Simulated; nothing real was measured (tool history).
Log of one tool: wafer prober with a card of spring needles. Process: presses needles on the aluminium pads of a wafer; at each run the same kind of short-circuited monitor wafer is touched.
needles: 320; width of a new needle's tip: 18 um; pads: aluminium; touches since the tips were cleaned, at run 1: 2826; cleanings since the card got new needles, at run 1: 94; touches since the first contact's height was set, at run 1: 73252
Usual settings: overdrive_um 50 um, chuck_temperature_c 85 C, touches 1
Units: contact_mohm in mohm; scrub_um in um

run	hour	overdrive_um	chuck_temperature_c	touches	touches since the tips were cleaned	cleanings since the card got new needles	touches since the first contact's height was set	contact_mohm	scrub_um
1	0	50	85	1	2826	94	73252	143	13.09
# hour 6.9: tips cleaned on abrasive film
# hour 16.2: tips cleaned on abrasive film
# hour 27.6: tips cleaned on abrasive film
2	35.9	42	85	1	5822	97	98281	146	10.94
# hour 38.3: tips cleaned on abrasive film
# hour 49.8: tips cleaned on abrasive film
# hour 61.3: tips cleaned on abrasive film
3	68.7	42	85	1	5196	100	121084	148	11.01
# hour 71.1: tips cleaned on abrasive film
# hour 82.6: tips cleaned on abrasive film
# hour 94.1: tips cleaned on abrasive film
# hour 105.6: tips cleaned on abrasive film
# hour 114.8: tips cleaned on abrasive film
# hour 124: tips cleaned on abrasive film
# hour 126.6: height of the first contact set anew
# hour 134: tips cleaned on abrasive film
4	134	50	33	1	0	107	5159	133	13.05
# hour 145.5: tips cleaned on abrasive film
# hour 157: tips cleaned on abrasive film
# hour 168.5: tips cleaned on abrasive film
# hour 177.7: tips cleaned on abrasive film
# hour 189.2: tips cleaned on abrasive film
5	189.2	50	33	1	0	112	43557	133	13.06
# hour 200.7: tips cleaned on abrasive film
# hour 212.2: tips cleaned on abrasive film
# hour 223.7: tips cleaned on abrasive film
# hour 235.2: tips cleaned on abrasive film
6	235.3	62	85	1	116	116	75684	134	16.11
# hour 244.5: tips cleaned on abrasive film
# hour 256: tips cleaned on abrasive film
# hour 267.5: tips cleaned on abrasive film
# hour 276.7: tips cleaned on abrasive film
7	279.7	62	85	1	2087	120	106579	141	16.18
# hour 286.6: tips cleaned on abrasive film
# hour 298.1: tips cleaned on abrasive film
# hour 309.6: tips cleaned on abrasive film
8	312.7	50	85	1	2146	123	129530	145	13.04
# hour 319.6: tips cleaned on abrasive film
# hour 331.1: tips cleaned on abrasive film
# hour 342.6: tips cleaned on abrasive film
# hour 354.1: tips cleaned on abrasive film
9	355.3	50	85	1	836	127	159175	142	13.01
# hour 357.9: height of the first contact set anew
# hour 364.8: tips cleaned on abrasive film
# hour 376.3: tips cleaned on abrasive film
# hour 387.8: tips cleaned on abrasive film
# hour 399.3: tips cleaned on abrasive film
# hour 408.5: tips cleaned on abrasive film
10	416.6	50	85	1	5694	132	40907	142	13
# hour 419: tips cleaned on abrasive film
# hour 428.2: tips cleaned on abrasive film
# hour 439.7: tips cleaned on abrasive film
# hour 451.2: tips cleaned on abrasive film
# hour 460.4: tips cleaned on abrasive film
# hour 469.6: tips cleaned on abrasive film
11	474.5	50	85	1	3432	138	81153	142	13.05
# hour 479.2: tips cleaned on abrasive film
# hour 490.7: tips cleaned on abrasive film
# hour 502.2: tips cleaned on abrasive film
# hour 511.4: tips cleaned on abrasive film
# hour 522.9: tips cleaned on abrasive film
12	531.8	50	85	1	6284	143	121049	143	13.03
# hour 534.2: tips cleaned on abrasive film
# hour 545.7: tips cleaned on abrasive film
# hour 557.2: tips cleaned on abrasive film
13	559.3	50	38	1	1514	146	140169	134	13.04
# hour 568.6: tips cleaned on abrasive film
# hour 577.8: tips cleaned on abrasive film
# hour 589.3: tips cleaned on abrasive film
# hour 589.6: height of the first contact set anew
# hour 598.8: tips cleaned on abrasive film
# hour 610.3: tips cleaned on abrasive film
14	615.2	54	82	1	3448	151	17854	139	14.07
# hour 619.8: tips cleaned on abrasive film
# hour 629: tips cleaned on abrasive film
# hour 640.5: tips cleaned on abrasive film
# hour 651.9: tips cleaned on abrasive film
15	651.9	45	95	1	0	155	43385	147	11.8
# hour 663.4: tips cleaned on abrasive film
# hour 674.9: tips cleaned on abrasive film
16	680.8	45	95	1	4142	157	63533	147	11.81
# hour 685.5: tips cleaned on abrasive film
# hour 697: tips cleaned on abrasive film
# hour 708.5: tips cleaned on abrasive film
# hour 717.7: tips cleaned on abrasive film
17	722.6	69	95	1	3442	161	92585	138	18
# hour 727.2: tips cleaned on abrasive film
# hour 738.7: tips cleaned on abrasive film
# hour 748: tips cleaned on abrasive film
# hour 757.2: tips cleaned on abrasive film
# hour 768.7: tips cleaned on abrasive film
# hour 779.6: tips cleaned on abrasive film
18	779.6	41	56	1	0	167	132219	144	10.67
# hour 791.1: tips cleaned on abrasive film
# hour 800.3: tips cleaned on abrasive film
# hour 811.8: tips cleaned on abrasive film
19	814.9	41	56	1	2196	170	156823	142	10.65
# hour 821.9: tips cleaned on abrasive film
# hour 822.2: height of the first contact set anew
# hour 833.7: tips cleaned on abrasive film
# hour 843.3: tips cleaned on abrasive film
20	843.3	41	57	1	0	173	14692	143	10.77
# hour 854.8: tips cleaned on abrasive film
# hour 864: tips cleaned on abrasive film
# hour 875.5: tips cleaned on abrasive film
# hour 884.7: tips cleaned on abrasive film
# hour 896.2: tips cleaned on abrasive film
21	899.7	41	57	1	2425	178	53928	146	10.68
# hour 906.6: tips cleaned on abrasive film
# hour 918.1: tips cleaned on abrasive film
# hour 929.6: tips cleaned on abrasive film
22	936.7	48	97	1	4973	181	79710	147	12.5
# hour 939: tips cleaned on abrasive film
# hour 950.5: tips cleaned on abrasive film
# hour 962: tips cleaned on abrasive film
# hour 971.2: tips cleaned on abrasive film
23	978.8	36	113	3	5282	185	108996	157	9.41
# hour 981.1: tips cleaned on abrasive film
# hour 990.4: tips cleaned on abrasive film
# hour 999.6: tips cleaned on abrasive film
24	1006.5	36	113	2	4895	188	128296	158	9.33
# hour 1008.9: tips cleaned on abrasive film
# hour 1020.4: tips cleaned on abrasive film
# hour 1031.9: tips cleaned on abrasive film
25	1034.2	36	113	2	1632	191	147543	156	9.38

Forecast each of these 4 alternatives for the next run:
# hour 1043.4: tips cleaned on abrasive film
# hour 1052.6: tips cleaned on abrasive film
# hour 1055.2: height of the first contact set anew
# hour 1064.4: tips cleaned on abrasive film
# hour 1075.9: tips cleaned on abrasive film
# hour 1085.1: tips cleaned on abrasive film
# hour 1096.6: tips cleaned on abrasive film
A	1098.8	35	36	2	1522	197	30333	?	?
# hour 1043.4: tips cleaned on abrasive film
# hour 1052.6: tips cleaned on abrasive film
# hour 1055.2: height of the first contact set anew
# hour 1064.4: tips cleaned on abrasive film
# hour 1075.9: tips cleaned on abrasive film
# hour 1085.1: tips cleaned on abrasive film
# hour 1096.6: tips cleaned on abrasive film
B	1098.8	52	76	1	1522	197	30333	?	?
# hour 1043.4: tips cleaned on abrasive film
# hour 1052.6: tips cleaned on abrasive film
# hour 1055.2: height of the first contact set anew
# hour 1064.4: tips cleaned on abrasive film
# hour 1075.9: tips cleaned on abrasive film
# hour 1085.1: tips cleaned on abrasive film
# hour 1096.6: tips cleaned on abrasive film
C	1098.8	35	76	2	1522	197	30333	?	?
# hour 1043.4: tips cleaned on abrasive film
# hour 1052.6: tips cleaned on abrasive film
# hour 1055.2: height of the first contact set anew
# hour 1064.4: tips cleaned on abrasive film
# hour 1075.9: tips cleaned on abrasive film
# hour 1085.1: tips cleaned on abrasive film
# hour 1096.6: tips cleaned on abrasive film
D	1098.8	50	85	1	1522	197	30333	?	?

run	contact_mohm	scrub_um
A	140	9.04
B	138	13.54
C	150	9.11
D	144	13.09
Without the tool's hidden state the same runs would have given:
run	contact_mohm	scrub_um
A	140	9.04
B	138	13.55
C	150	9.11
D	144	13.09

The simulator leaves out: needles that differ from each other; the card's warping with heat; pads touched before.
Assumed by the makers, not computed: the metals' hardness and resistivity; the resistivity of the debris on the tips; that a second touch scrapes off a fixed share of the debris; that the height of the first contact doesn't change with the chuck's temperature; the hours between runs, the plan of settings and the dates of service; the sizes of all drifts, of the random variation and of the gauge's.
